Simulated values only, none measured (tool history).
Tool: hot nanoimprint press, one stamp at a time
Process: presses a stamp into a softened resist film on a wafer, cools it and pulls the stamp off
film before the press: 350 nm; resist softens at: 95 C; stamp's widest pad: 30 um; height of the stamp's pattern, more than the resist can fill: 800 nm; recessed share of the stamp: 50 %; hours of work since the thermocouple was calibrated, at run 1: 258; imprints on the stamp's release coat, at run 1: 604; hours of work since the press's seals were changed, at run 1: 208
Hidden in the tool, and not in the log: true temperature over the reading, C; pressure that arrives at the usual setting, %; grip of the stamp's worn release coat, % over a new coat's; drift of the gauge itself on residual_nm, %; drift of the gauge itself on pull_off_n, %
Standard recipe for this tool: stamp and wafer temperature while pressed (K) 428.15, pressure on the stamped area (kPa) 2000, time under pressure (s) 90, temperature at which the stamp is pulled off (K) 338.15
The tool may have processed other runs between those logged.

run,hour,stamp and wafer temperature while pressed (K),pressure on the stamped area (kPa),time under pressure (s),temperature at which the stamp is pulled off (K),hours of work since the thermocouple was calibrated,imprints on the stamp's release coat,hours of work since the press's seals were changed,resist left under the stamp's widest pad (Å),greatest force while the stamp is pulled off (N)
1,0.0,428.15,2000,90,338.15,258,604,208,1459,115
2,53.2,428.15,2000,90,338.15,281,696,231,1460,111
# hour 130.2: stamp cleaned and given a new release coat
3,135.5,428.15,2000,90,338.15,315,9,264,1467,112
4,209.8,428.15,2000,90,340.15,347,137,297,1452,109
5,282.3,428.15,2000,90,340.15,379,262,329,1447,112
6,323.0,428.15,2000,90,340.15,397,332,346,1461,111
7,364.2,428.15,2000,90,340.15,415,403,365,1447,110
8,435.6,428.15,2000,90,340.15,446,527,396,1448,108
9,505.5,428.15,2000,50,339.15,477,647,426,1809,112
10,549.0,428.15,1920,50,332.15,496,722,445,1833,116

Difference, measured minus no-hidden-state, one row per run. Run-to-run variation is common to both terms; the gauge's own scatter need not be:
run,resist left under the stamp's widest pad (Å)
1,-2
2,-4
3,-8
4,-12
5,-16
6,-18
7,-20
8,-23
9,-33
10,-36
greatest force while the stamp is pulled off (N): at most 1 away from the measurement, every run.
